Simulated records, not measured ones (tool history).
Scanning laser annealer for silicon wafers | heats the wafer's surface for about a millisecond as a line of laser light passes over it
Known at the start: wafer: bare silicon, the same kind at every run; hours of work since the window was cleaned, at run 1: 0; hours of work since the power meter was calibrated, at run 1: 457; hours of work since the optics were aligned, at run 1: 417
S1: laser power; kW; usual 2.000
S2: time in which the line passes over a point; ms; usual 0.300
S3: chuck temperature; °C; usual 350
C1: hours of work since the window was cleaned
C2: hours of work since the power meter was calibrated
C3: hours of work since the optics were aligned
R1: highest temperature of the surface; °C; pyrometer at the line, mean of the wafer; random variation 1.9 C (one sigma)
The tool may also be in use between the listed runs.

run,hour,S1,S2,S3,C1,C2,C3,R1
1,0.0,2.000,0.300,350,0,457,417,1150
2,10.8,2.000,0.288,350,7,464,424,1132
3,26.0,1.715,0.300,350,16,473,433,1036
4,43.4,1.715,0.300,350,27,484,444,1036
5,54.2,1.715,0.300,350,34,491,451,1036
6,72.5,1.715,0.300,350,45,502,462,1036
7,83.6,1.715,0.300,350,52,509,469,1034
8,97.0,1.715,0.300,350,60,518,477,1033
9,105.3,1.715,0.300,350,66,523,482,1037
10,120.2,1.715,0.300,350,75,532,492,1035
11,133.6,1.715,0.300,359,83,540,500,1044
12,143.9,2.023,0.300,350,90,547,506,1158
13,159.5,2.023,0.300,350,99,557,516,1159
14,173.9,2.023,0.300,350,108,566,525,1157
15,188.0,2.023,0.300,350,117,574,534,1164
16,201.7,2.000,0.212,350,126,583,542,1003
17,219.8,2.000,0.300,350,137,594,554,1152
18,234.2,2.000,0.300,350,146,603,563,1152
19,243.2,2.000,0.300,350,151,609,568,1150
20,255.1,2.000,0.236,350,159,616,576,1046
21,272.1,2.000,0.236,350,169,627,586,1045
22,279.9,2.000,0.213,387,174,631,591,1040
23,295.8,2.000,0.242,387,184,641,601,1092
24,311.9,2.000,0.242,387,194,651,611,1092
25,320.1,2.000,0.242,387,199,656,616,1093
26,336.9,1.920,0.278,348,210,667,627,1086
27,355.2,1.920,0.237,315,221,678,638,980
28,362.8,1.821,0.248,338,226,683,643,985
29,378.8,1.821,0.361,376,236,693,653,1187
30,393.9,1.927,0.258,352,245,702,662,1060
31,410.9,2.185,0.258,322,256,713,673,1123
32,425.3,1.880,0.350,357,265,722,682,1178
33,433.0,1.766,0.374,362,270,727,686,1166
34,447.4,1.766,0.374,384,278,736,695,1187
35,465.7,2.123,0.336,320,290,747,707,1232
36,478.1,1.846,0.236,313,298,755,714,955
37,487.6,1.846,0.236,313,304,761,720,954
38,497.6,2.000,0.228,314,310,767,727,993
39,505.4,2.000,0.300,322,315,772,731,1123
40,519.4,2.000,0.300,322,323,781,740,1122
41,534.3,2.000,0.300,322,333,790,749,1123

3 ways to go on from here, each from the tool as it stands after run 41. What would each give?
A,544.0,2.000,0.300,336,339,796,755,?
B,544.0,1.812,0.285,316,339,796,755,?
C,544.0,1.793,0.300,322,339,796,755,?

run,R1
A,1137
B,1018
C,1038
Without the tool's hidden state the same runs would have given:
run,R1
A,1137
B,1018
C,1039

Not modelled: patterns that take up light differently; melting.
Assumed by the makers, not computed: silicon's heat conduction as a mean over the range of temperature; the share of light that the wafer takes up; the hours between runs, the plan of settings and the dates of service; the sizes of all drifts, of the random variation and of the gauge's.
